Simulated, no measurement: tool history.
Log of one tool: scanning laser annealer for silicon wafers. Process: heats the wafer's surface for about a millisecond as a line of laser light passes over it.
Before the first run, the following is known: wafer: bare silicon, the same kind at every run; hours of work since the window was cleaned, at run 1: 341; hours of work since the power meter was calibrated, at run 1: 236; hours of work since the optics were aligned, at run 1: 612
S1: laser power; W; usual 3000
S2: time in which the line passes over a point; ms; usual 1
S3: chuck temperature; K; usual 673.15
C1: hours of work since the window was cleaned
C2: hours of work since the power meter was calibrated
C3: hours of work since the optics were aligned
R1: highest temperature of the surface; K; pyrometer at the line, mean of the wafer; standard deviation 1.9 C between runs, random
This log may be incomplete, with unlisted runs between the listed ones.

run	hour	S1	S2	S3	C1	C2	C3	R1
1	0.0	3000	1	673.15	341	236	612	1455.15
2	6.2	3000	1	673.15	345	240	616	1455.15
3	15.2	3000	1	673.15	351	246	622	1458.15
4	21.9	3000	1	673.15	356	251	627	1452.15
5	31.4	3000	1	673.15	363	257	634	1452.15
6	37.7	3000	1	673.15	367	262	638	1454.15
7	48.1	3000	1	673.15	374	269	645	1453.15

Estimate the outcome of run 8 from the log above:
8	53.1	3000	1	673.15	377	272	649	?

{"run 8": {"R1": 1454.15}}
If the tool had no hidden condition, the same run with the same run-to-run variation would have returned R1 1455.15 K.

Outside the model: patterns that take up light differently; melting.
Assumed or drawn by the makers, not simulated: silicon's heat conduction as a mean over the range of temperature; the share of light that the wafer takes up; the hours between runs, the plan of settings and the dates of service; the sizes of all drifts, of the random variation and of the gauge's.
